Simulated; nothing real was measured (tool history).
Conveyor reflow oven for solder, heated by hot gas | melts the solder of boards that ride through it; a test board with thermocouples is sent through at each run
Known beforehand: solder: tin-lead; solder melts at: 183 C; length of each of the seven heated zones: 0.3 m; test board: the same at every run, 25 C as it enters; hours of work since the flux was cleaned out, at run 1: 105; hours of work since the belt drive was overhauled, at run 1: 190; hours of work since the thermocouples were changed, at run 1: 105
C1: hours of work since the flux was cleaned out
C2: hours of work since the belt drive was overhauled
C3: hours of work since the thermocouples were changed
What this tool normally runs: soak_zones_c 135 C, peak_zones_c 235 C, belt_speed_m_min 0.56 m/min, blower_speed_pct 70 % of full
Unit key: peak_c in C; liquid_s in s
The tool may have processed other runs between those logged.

Run 1, hour 0: usual settings; C1 105; C2 190; C3 105. Result: peak_c 214.9 C, liquid_s 44.9 s.
Run 2, hour 23.4: usual settings; C1 120; C2 205; C3 120. Result: peak_c 215.1 C, liquid_s 45.3 s.
Run 3, hour 42.2: usual settings; C1 133; C2 218; C3 133. Result: peak_c 215.5 C, liquid_s 45.7 s.
Run 4, hour 56.7: usual settings but peak_zones_c 225 C; C1 142; C2 227; C3 142. Result: peak_c 207 C, liquid_s 38.8 s.
Run 5, hour 76.3: usual settings but peak_zones_c 225 C; C1 155; C2 240; C3 155. Result: peak_c 206.4 C, liquid_s 37.9 s.
Run 6, hour 88.9: usual settings but peak_zones_c 225 C; C1 163; C2 249; C3 163. Result: peak_c 205.9 C, liquid_s 37.2 s.
Run 7, hour 114.4: usual settings but belt_speed_m_min 0.473 m/min; C1 180; C2 266; C3 180. Result: peak_c 220.7 C, liquid_s 58.3 s.
Run 8, hour 134.1: usual settings but belt_speed_m_min 0.473 m/min, blower_speed_pct 82 % of full; C1 193; C2 279; C3 193. Result: peak_c 222.4 C, liquid_s 60.8 s.
Run 9, hour 155.2: usual settings but belt_speed_m_min 0.473 m/min, blower_speed_pct 82 % of full; C1 207; C2 293; C3 207. Result: peak_c 222.4 C, liquid_s 59.5 s.
Run 10, hour 168.5: usual settings; C1 216; C2 301; C3 216. Result: peak_c 214.7 C, liquid_s 44.5 s.
Run 11, hour 182.7: usual settings; C1 225; C2 311; C3 225. Result: peak_c 214.5 C, liquid_s 45.1 s.
Run 12, hour 204.6: usual settings; C1 240; C2 325; C3 240. Result: peak_c 213.9 C, liquid_s 44.9 s.
Run 13, hour 224.9: usual settings; C1 253; C2 339; C3 253. Result: peak_c 213.9 C, liquid_s 44.7 s.
Run 14, hour 242.9: usual settings; C1 265; C2 351; C3 265. Result: peak_c 213.6 C, liquid_s 43.8 s.
Run 15, hour 259.8: usual settings; C1 276; C2 362; C3 276. Result: peak_c 213.8 C, liquid_s 44.1 s.
Run 16, hour 271.2: usual settings; C1 284; C2 369; C3 284. Result: peak_c 213.8 C, liquid_s 44 s.
Run 17, hour 285: usual settings but peak_zones_c 245 C, blower_speed_pct 75 % of full; C1 293; C2 378; C3 293. Result: peak_c 223.9 C, liquid_s 51.4 s.
Run 18, hour 297.4: usual settings but blower_speed_pct 51 % of full; C1 301; C2 387; C3 301. Result: peak_c 207.5 C, liquid_s 37.8 s.
Run 19, hour 324: usual settings but blower_speed_pct 51 % of full; C1 319; C2 404; C3 319. Result: peak_c 207.8 C, liquid_s 38.3 s.
Run 20, hour 338.9: usual settings but blower_speed_pct 51 % of full; C1 329; C2 414; C3 329. Result: peak_c 207.7 C, liquid_s 37.3 s.
Run 21, hour 356: usual settings but blower_speed_pct 51 % of full; C1 340; C2 425; C3 340. Result: peak_c 207 C, liquid_s 38.3 s.
At hour 362.2: flux residue cleaned out of gas plates and filters.
Run 22, hour 371.9: usual settings but soak_zones_c 124 C, belt_speed_m_min 0.504 m/min, blower_speed_pct 68 % of full; C1 6; C2 433; C3 347. Result: peak_c 216.9 C, liquid_s 49.6 s.
Run 23, hour 387.7: usual settings but belt_speed_m_min 0.645 m/min, blower_speed_pct 83 % of full; C1 17; C2 443; C3 358. Result: peak_c 213.6 C, liquid_s 38.5 s.
Run 24, hour 403.4: usual settings but belt_speed_m_min 0.525 m/min, blower_speed_pct 85 % of full; C1 27; C2 453; C3 368. Result: peak_c 219.9 C, liquid_s 52.6 s.
Run 25, hour 425.5: usual settings but soak_zones_c 139 C, belt_speed_m_min 0.5 m/min; C1 42; C2 468; C3 383. Result: peak_c 218.9 C, liquid_s 56.4 s.
Run 26, hour 440: usual settings but soak_zones_c 139 C, belt_speed_m_min 0.619 m/min, blower_speed_pct 55 % of full; C1 51; C2 478; C3 392. Result: peak_c 207.9 C, liquid_s 34.5 s.
Run 27, hour 456.4: usual settings but soak_zones_c 139 C, belt_speed_m_min 0.619 m/min, blower_speed_pct 55 % of full; C1 62; C2 488; C3 403. Result: peak_c 207.6 C, liquid_s 35.1 s.
Run 28, hour 474: usual settings but belt_speed_m_min 0.541 m/min; C1 74; C2 500; C3 415. Result: peak_c 216.5 C, liquid_s 47.6 s.
Run 29, hour 490.7: usual settings but belt_speed_m_min 0.535 m/min, blower_speed_pct 76 % of full; C1 85; C2 511; C3 426. Result: peak_c 218.1 C, liquid_s 50.4 s.

Consider 3 possible next runs. They are alternatives, not a sequence: every one starts from the tool as it was left by run 29. What does each give?
Run A, hour 502.6: usual settings but soak_zones_c 122 C, belt_speed_m_min 0.618 m/min, blower_speed_pct 79 % of full; C1 93; C2 519; C3 434. Result: peak_c ?, liquid_s ?.
Run B, hour 502.6: usual settings but soak_zones_c 126 C, peak_zones_c 231 C, blower_speed_pct 84 % of full; C1 93; C2 519; C3 434. Result: peak_c ?, liquid_s ?.
Run C, hour 502.6: usual settings but soak_zones_c 147 C, blower_speed_pct 82 % of full; C1 93; C2 519; C3 434. Result: peak_c ?, liquid_s ?.

run  peak_c  liquid_s
  A     211      35.3
  B   213.1      42.8
  C     220      53.3
Without the tool's unlogged condition, the same runs would have read:
run  peak_c  liquid_s
  A   212.9      36.5
  B   214.9      43.9
  C   221.5      53.9
